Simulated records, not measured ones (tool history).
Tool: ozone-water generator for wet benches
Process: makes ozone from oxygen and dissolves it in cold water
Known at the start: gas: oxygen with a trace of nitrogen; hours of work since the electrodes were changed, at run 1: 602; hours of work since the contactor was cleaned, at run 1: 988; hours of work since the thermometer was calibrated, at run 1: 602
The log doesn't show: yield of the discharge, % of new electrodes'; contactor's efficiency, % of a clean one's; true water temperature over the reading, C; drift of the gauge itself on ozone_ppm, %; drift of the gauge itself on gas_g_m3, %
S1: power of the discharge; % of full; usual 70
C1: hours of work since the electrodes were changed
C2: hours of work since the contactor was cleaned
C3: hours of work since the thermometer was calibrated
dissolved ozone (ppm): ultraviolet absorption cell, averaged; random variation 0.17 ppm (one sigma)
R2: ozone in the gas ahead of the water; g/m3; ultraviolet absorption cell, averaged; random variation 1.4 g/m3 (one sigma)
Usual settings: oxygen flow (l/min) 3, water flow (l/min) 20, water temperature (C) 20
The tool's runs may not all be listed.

run 1 day=0 | S1=70 oxygen_flow_(l/min)=3 water_flow_(l/min)=20 water_temperature_(C)=20 | C1=602 C2=988 C3=602 | dissolved_ozone_(ppm)=21.1 R2=264.1
run 2 day=1.917 | S1=70 oxygen_flow_(l/min)=3 water_flow_(l/min)=20 water_temperature_(C)=20 | C1=644 C2=1029 C3=644 | dissolved_ozone_(ppm)=21.4 R2=262.9
run 3 day=3.754 | S1=70 oxygen_flow_(l/min)=3 water_flow_(l/min)=20 water_temperature_(C)=20 | C1=683 C2=1069 C3=683 | dissolved_ozone_(ppm)=21.3 R2=261.3
run 4 day=5.017 | S1=70 oxygen_flow_(l/min)=3 water_flow_(l/min)=20 water_temperature_(C)=20 | C1=711 C2=1096 C3=711 | dissolved_ozone_(ppm)=21.1 R2=264
run 5 day=6.042 | S1=70 oxygen_flow_(l/min)=3 water_flow_(l/min)=20 water_temperature_(C)=20 | C1=733 C2=1118 C3=733 | dissolved_ozone_(ppm)=21.2 R2=262.2
run 6 day=7.071 | S1=70 oxygen_flow_(l/min)=3 water_flow_(l/min)=20 water_temperature_(C)=20 | C1=755 C2=1140 C3=755 | dissolved_ozone_(ppm)=21.2 R2=262.8
run 7 day=8.117 | S1=70 oxygen_flow_(l/min)=3 water_flow_(l/min)=31 water_temperature_(C)=20 | C1=778 C2=1163 C3=778 | dissolved_ozone_(ppm)=14.3 R2=260
run 8 day=9.2 | S1=43 oxygen_flow_(l/min)=3 water_flow_(l/min)=31 water_temperature_(C)=20 | C1=801 C2=1186 C3=801 | dissolved_ozone_(ppm)=10.9 R2=194.1
run 9 day=10.975 | S1=70 oxygen_flow_(l/min)=3 water_flow_(l/min)=21 water_temperature_(C)=20 | C1=839 C2=1225 C3=839 | dissolved_ozone_(ppm)=20.2 R2=261.9
run 10 day=12.754 | S1=70 oxygen_flow_(l/min)=3 water_flow_(l/min)=21 water_temperature_(C)=20 | C1=878 C2=1263 C3=878 | dissolved_ozone_(ppm)=20.1 R2=262
run 11 day=14.175 | S1=70 oxygen_flow_(l/min)=3 water_flow_(l/min)=21 water_temperature_(C)=20 | C1=909 C2=1294 C3=909 | dissolved_ozone_(ppm)=20.4 R2=261.7
run 12 day=15.979 | S1=70 oxygen_flow_(l/min)=3 water_flow_(l/min)=20 water_temperature_(C)=26 | C1=948 C2=1333 C3=948 | dissolved_ozone_(ppm)=19.7 R2=261.1
run 13 day=17.746 | S1=70 oxygen_flow_(l/min)=4.26 water_flow_(l/min)=20 water_temperature_(C)=20 | C1=986 C2=1371 C3=986 | dissolved_ozone_(ppm)=20.7 R2=209.7
run 14 day=19.821 | S1=70 oxygen_flow_(l/min)=4.26 water_flow_(l/min)=20 water_temperature_(C)=20 | C1=1030 C2=1416 C3=1030 | dissolved_ozone_(ppm)=20.7 R2=209.1
run 15 day=21.717 | S1=66 oxygen_flow_(l/min)=1.68 water_flow_(l/min)=21 water_temperature_(C)=13 | C1=1071 C2=1457 C3=1071 | dissolved_ozone_(ppm)=18.7 R2=361.4
-- day=22.017 contactor cleaned
run 16 day=23.6 | S1=88 oxygen_flow_(l/min)=3 water_flow_(l/min)=30 water_temperature_(C)=20 | C1=1108 C2=34 C3=1108 | dissolved_ozone_(ppm)=16.3 R2=296.8
run 17 day=24.608 | S1=70 oxygen_flow_(l/min)=3.55 water_flow_(l/min)=20 water_temperature_(C)=20 | C1=1130 C2=56 C3=1130 | dissolved_ozone_(ppm)=20.6 R2=232.5
run 18 day=26.612 | S1=70 oxygen_flow_(l/min)=3.55 water_flow_(l/min)=20 water_temperature_(C)=20 | C1=1174 C2=99 C3=1174 | dissolved_ozone_(ppm)=20.7 R2=232.1
run 19 day=27.85 | S1=72 oxygen_flow_(l/min)=3.08 water_flow_(l/min)=20 water_temperature_(C)=25 | C1=1200 C2=126 C3=1200 | dissolved_ozone_(ppm)=19.8 R2=257.5
run 20 day=28.767 | S1=70 oxygen_flow_(l/min)=3.15 water_flow_(l/min)=16 water_temperature_(C)=20 | C1=1220 C2=146 C3=1220 | dissolved_ozone_(ppm)=24.3 R2=251.6
run 21 day=29.8 | S1=70 oxygen_flow_(l/min)=3.15 water_flow_(l/min)=16 water_temperature_(C)=20 | C1=1242 C2=168 C3=1242 | dissolved_ozone_(ppm)=24.7 R2=249.9
run 22 day=31.567 | S1=70 oxygen_flow_(l/min)=3 water_flow_(l/min)=20 water_temperature_(C)=21 | C1=1281 C2=206 C3=1281 | dissolved_ozone_(ppm)=20.3 R2=258
run 23 day=32.588 | S1=48 oxygen_flow_(l/min)=3 water_flow_(l/min)=13 water_temperature_(C)=20 | C1=1303 C2=228 C3=1303 | dissolved_ozone_(ppm)=22.9 R2=205.4
-- day=34.021 contactor cleaned, once more
run 24 day=34.883 | S1=48 oxygen_flow_(l/min)=3 water_flow_(l/min)=13 water_temperature_(C)=20 | C1=1349 C2=19 C3=1349 | dissolved_ozone_(ppm)=22.9 R2=205.2
run 25 day=35.929 | S1=48 oxygen_flow_(l/min)=3 water_flow_(l/min)=13 water_temperature_(C)=20 | C1=1371 C2=41 C3=1371 | dissolved_ozone_(ppm)=23.2 R2=204.3
run 26 day=37.267 | S1=48 oxygen_flow_(l/min)=3 water_flow_(l/min)=13 water_temperature_(C)=20 | C1=1400 C2=70 C3=1400 | dissolved_ozone_(ppm)=23.3 R2=206.8
run 27 day=38.754 | S1=70 oxygen_flow_(l/min)=2.25 water_flow_(l/min)=13 water_temperature_(C)=20 | C1=1432 C2=102 C3=1432 | dissolved_ozone_(ppm)=29.1 R2=310.4

Forecast each of these 5 alternatives for the next run:
run A day=40.062 | S1=70 oxygen_flow_(l/min)=1.58 water_flow_(l/min)=13 water_temperature_(C)=15 | C1=1460 C2=130 C3=1460 | dissolved_ozone_(ppm)=? R2=?
run B day=40.062 | S1=46 oxygen_flow_(l/min)=1.87 water_flow_(l/min)=23 water_temperature_(C)=20 | C1=1460 C2=130 C3=1460 | dissolved_ozone_(ppm)=? R2=?
run C day=40.062 | S1=62 oxygen_flow_(l/min)=2.23 water_flow_(l/min)=12 water_temperature_(C)=20 | C1=1460 C2=130 C3=1460 | dissolved_ozone_(ppm)=? R2=?
run D day=40.062 | S1=70 oxygen_flow_(l/min)=3.11 water_flow_(l/min)=13 water_temperature_(C)=14 | C1=1460 C2=130 C3=1460 | dissolved_ozone_(ppm)=? R2=?
run E day=40.062 | S1=83 oxygen_flow_(l/min)=5.1 water_flow_(l/min)=20 water_temperature_(C)=22 | C1=1460 C2=130 C3=1460 | dissolved_ozone_(ppm)=? R2=?

run=A dissolved_ozone_(ppm)=29.7 R2=382.4
run=B dissolved_ozone_(ppm)=13.6 R2=266.4
run=C dissolved_ozone_(ppm)=28.9 R2=283.3
run=D dissolved_ozone_(ppm)=31.3 R2=249.7
run=E dissolved_ozone_(ppm)=22.5 R2=203.2
Without the tool's hidden state the same runs would have given:
run=A dissolved_ozone_(ppm)=31.4 R2=402
run=B dissolved_ozone_(ppm)=14.2 R2=276.5
run=C dissolved_ozone_(ppm)=30.4 R2=296.7
run=D dissolved_ozone_(ppm)=33.1 R2=262.5
run=E dissolved_ozone_(ppm)=24 R2=214.7

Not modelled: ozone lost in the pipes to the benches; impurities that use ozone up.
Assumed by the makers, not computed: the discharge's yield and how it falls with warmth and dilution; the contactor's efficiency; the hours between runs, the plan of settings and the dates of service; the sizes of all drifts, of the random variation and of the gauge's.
